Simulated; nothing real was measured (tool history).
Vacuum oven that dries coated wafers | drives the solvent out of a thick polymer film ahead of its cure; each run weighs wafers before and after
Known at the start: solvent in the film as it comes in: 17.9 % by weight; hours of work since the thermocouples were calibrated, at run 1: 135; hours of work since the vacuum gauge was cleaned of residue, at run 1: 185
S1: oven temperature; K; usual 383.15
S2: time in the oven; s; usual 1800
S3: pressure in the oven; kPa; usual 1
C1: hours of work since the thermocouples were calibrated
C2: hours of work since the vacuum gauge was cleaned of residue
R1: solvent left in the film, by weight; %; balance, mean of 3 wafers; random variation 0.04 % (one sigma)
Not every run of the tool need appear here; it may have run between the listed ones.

run 1 day=0 | S1=383.15 S2=1800 S3=1 | C1=135 C2=185 | R1=4.51
run 2 day=0.938 | S1=383.15 S2=1800 S3=1 | C1=144 C2=194 | R1=4.45
run 3 day=1.438 | S1=383.15 S2=2040 S3=1 | C1=149 C2=200 | R1=3.78
run 4 day=1.888 | S1=383.15 S2=2040 S3=1 | C1=154 C2=204 | R1=3.81
run 5 day=2.792 | S1=383.15 S2=1800 S3=3.89 | C1=163 C2=214 | R1=5.45
run 6 day=3.85 | S1=383.15 S2=1800 S3=3.89 | C1=174 C2=224 | R1=5.38
run 7 day=4.654 | S1=396.15 S2=1800 S3=1 | C1=183 C2=233 | R1=1.19
run 8 day=5.179 | S1=383.15 S2=1800 S3=0.97 | C1=188 C2=238 | R1=4.38
run 9 day=5.767 | S1=383.15 S2=1800 S3=0.97 | C1=194 C2=244 | R1=4.44
run 10 day=6.262 | S1=383.15 S2=1800 S3=0.97 | C1=199 C2=249 | R1=4.31
run 11 day=6.883 | S1=383.15 S2=1800 S3=0.97 | C1=206 C2=256 | R1=4.38
run 12 day=7.521 | S1=383.15 S2=1800 S3=0.97 | C1=212 C2=263 | R1=4.35
run 13 day=8.046 | S1=383.15 S2=1800 S3=1 | C1=218 C2=268 | R1=4.33
run 14 day=8.812 | S1=383.15 S2=1800 S3=1 | C1=226 C2=276 | R1=4.39
run 15 day=9.462 | S1=383.15 S2=1800 S3=1 | C1=232 C2=283 | R1=4.33
run 16 day=9.975 | S1=383.15 S2=1800 S3=1 | C1=238 C2=288 | R1=4.41
run 17 day=10.696 | S1=383.15 S2=1980 S3=1 | C1=245 C2=295 | R1=3.86
run 18 day=11.462 | S1=383.15 S2=1800 S3=2.63 | C1=253 C2=303 | R1=4.85
run 19 day=12.392 | S1=383.15 S2=1800 S3=1 | C1=263 C2=313 | R1=4.38
run 20 day=13.229 | S1=383.15 S2=1800 S3=1 | C1=271 C2=322 | R1=4.38
run 21 day=13.9 | S1=383.15 S2=1800 S3=1 | C1=278 C2=329 | R1=4.31
run 22 day=14.925 | S1=383.15 S2=1800 S3=1 | C1=289 C2=339 | R1=4.36
run 23 day=15.542 | S1=383.15 S2=1800 S3=1 | C1=295 C2=346 | R1=4.22
run 24 day=16.417 | S1=383.15 S2=1800 S3=1 | C1=304 C2=355 | R1=4.33
run 25 day=17.279 | S1=390.15 S2=1080 S3=2.98 | C1=313 C2=364 | R1=5.2
run 26 day=18.117 | S1=390.15 S2=1080 S3=2.98 | C1=322 C2=372 | R1=5.16
run 27 day=18.804 | S1=390.15 S2=1080 S3=2.98 | C1=329 C2=379 | R1=5.2
run 28 day=19.767 | S1=377.15 S2=1500 S3=0.54 | C1=339 C2=389 | R1=7.05
run 29 day=20.738 | S1=377.15 S2=1500 S3=0.54 | C1=349 C2=399 | R1=7.13
run 30 day=21.212 | S1=377.15 S2=1500 S3=0.54 | C1=354 C2=404 | R1=7.23
run 31 day=22.096 | S1=377.15 S2=960 S3=0.91 | C1=363 C2=413 | R1=9.19
run 32 day=23.042 | S1=371.15 S2=1320 S3=0.75 | C1=373 C2=423 | R1=9.67
run 33 day=23.567 | S1=383.15 S2=2640 S3=3.94 | C1=378 C2=429 | R1=3.6
run 34 day=24.217 | S1=372.15 S2=2400 S3=0.85 | C1=385 C2=435 | R1=6.52
run 35 day=24.833 | S1=372.15 S2=2400 S3=0.85 | C1=392 C2=442 | R1=6.56
run 36 day=25.3 | S1=372.15 S2=2400 S3=0.85 | C1=396 C2=447 | R1=6.41
run 37 day=25.942 | S1=395.15 S2=1140 S3=0.85 | C1=403 C2=453 | R1=2.87
run 38 day=26.9 | S1=390.15 S2=2820 S3=0.85 | C1=413 C2=463 | R1=0.93
run 39 day=27.504 | S1=390.15 S2=3060 S3=0.85 | C1=419 C2=469 | R1=0.82
run 40 day=28.162 | S1=390.15 S2=3060 S3=0.85 | C1=426 C2=476 | R1=0.82
run 41 day=29.092 | S1=383.15 S2=1020 S3=0.61 | C1=436 C2=486 | R1=7.11
run 42 day=29.717 | S1=383.15 S2=1020 S3=0.61 | C1=442 C2=492 | R1=7.1
run 43 day=30.329 | S1=383.15 S2=1020 S3=0.61 | C1=448 C2=499 | R1=7.09

Branching from run 43: 3 alternative next runs. What would each branch give?
run A day=31.371 | S1=374.15 S2=1800 S3=1.81 | C1=459 C2=509 | R1=?
run B day=31.371 | S1=369.15 S2=1020 S3=0.61 | C1=459 C2=509 | R1=?
run C day=31.371 | S1=372.15 S2=2940 S3=3.37 | C1=459 C2=509 | R1=?

run=A R1=7.49
run=B R1=10.86
run=C R1=6.53
Take away the tool's hidden state, keep each run's random variation, and the runs would have read:
run=A R1=7.49
run=B R1=10.86
run=C R1=6.53
